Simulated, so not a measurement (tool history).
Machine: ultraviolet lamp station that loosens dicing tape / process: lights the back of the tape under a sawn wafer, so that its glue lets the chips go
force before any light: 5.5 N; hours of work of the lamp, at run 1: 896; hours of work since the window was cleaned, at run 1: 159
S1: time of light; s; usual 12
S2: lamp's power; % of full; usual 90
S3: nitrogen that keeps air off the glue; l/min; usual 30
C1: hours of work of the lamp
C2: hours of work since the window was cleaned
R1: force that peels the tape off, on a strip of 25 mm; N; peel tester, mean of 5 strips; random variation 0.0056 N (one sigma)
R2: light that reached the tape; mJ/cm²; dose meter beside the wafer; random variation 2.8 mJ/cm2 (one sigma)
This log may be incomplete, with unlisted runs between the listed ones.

run 1 hour=0.0 | S1=12 S2=90 S3=30 | C1=896 C2=159 | R1=0.367 R2=231
run 2 hour=53.8 | S1=12 S2=90 S3=30 | C1=919 C2=182 | R1=0.386 R2=231
run 3 hour=90.1 | S1=12 S2=77 S3=30 | C1=935 C2=198 | R1=0.541 R2=189
-- hour=113.3 window cleaned of glue's vapour
run 4 hour=134.1 | S1=12 S2=76 S3=30 | C1=954 C2=9 | R1=0.768 R2=161
run 5 hour=167.1 | S1=12 S2=76 S3=30 | C1=968 C2=23 | R1=0.806 R2=162
run 6 hour=232.1 | S1=12 S2=76 S3=30 | C1=996 C2=51 | R1=0.835 R2=156
run 7 hour=295.0 | S1=12 S2=76 S3=30 | C1=1023 C2=78 | R1=0.897 R2=146
run 8 hour=346.9 | S1=12 S2=76 S3=30 | C1=1045 C2=101 | R1=0.964 R2=144
run 9 hour=404.5 | S1=12 S2=90 S3=30 | C1=1070 C2=126 | R1=0.757 R2=164
run 10 hour=475.0 | S1=18 S2=90 S3=30 | C1=1101 C2=156 | R1=0.359 R2=233
run 11 hour=526.8 | S1=18 S2=90 S3=30 | C1=1123 C2=178 | R1=0.386 R2=221
-- hour=556.8 window cleaned of glue's vapour, once more
run 12 hour=557.9 | S1=6 S2=84 S3=21 | C1=1136 C2=0 | R1=1.726 R2=113
run 13 hour=593.2 | S1=22 S2=60 S3=9 | C1=1152 C2=16 | R1=0.729 R2=272
run 14 hour=664.8 | S1=22 S2=60 S3=9 | C1=1183 C2=47 | R1=0.784 R2=267
run 15 hour=733.9 | S1=16 S2=82 S3=49 | C1=1212 C2=76 | R1=0.204 R2=253
-- hour=790.0 lamp changed
run 16 hour=803.6 | S1=15 S2=93 S3=15 | C1=6 C2=106 | R1=0.161 R2=468
run 17 hour=870.2 | S1=18 S2=90 S3=47 | C1=35 C2=135 | R1=0.081 R2=520
run 18 hour=902.3 | S1=12 S2=64 S3=30 | C1=48 C2=149 | R1=0.324 R2=243

Subtracting, for every run, the result it would have given without the tool's unlogged condition from the measured result gives the following. The same run-to-run variation enters both numbers; the gauge's scatter may not:
What the log doesn't record here: lamp's light, % of a new lamp's; light that the window lets through, % of a clean one's; drift of the gauge itself on peel_n, %; drift of the gauge itself on dose_mj_cm2, %.
run=1 R1=+0.234 R2=-153
run=2 R1=+0.263 R2=-161
run=3 R1=+0.380 R2=-141
run=4 R1=+0.595 R2=-164
run=5 R1=+0.634 R2=-168
run=6 R1=+0.665 R2=-174
run=7 R1=+0.731 R2=-180
run=8 R1=+0.793 R2=-184
run=9 R1=+0.640 R2=-226
run=10 R1=+0.271 R2=-351
run=11 R1=+0.307 R2=-357
run=12 R1=+0.913 R2=-75
run=13 R1=+0.508 R2=-198
run=14 R1=+0.560 R2=-210
run=15 R1=+0.110 R2=-217
run=16 R1=+0.022 R2=-40
run=17 R1=+0.002 R2=-64
run=18 R1=+0.085 R2=-34
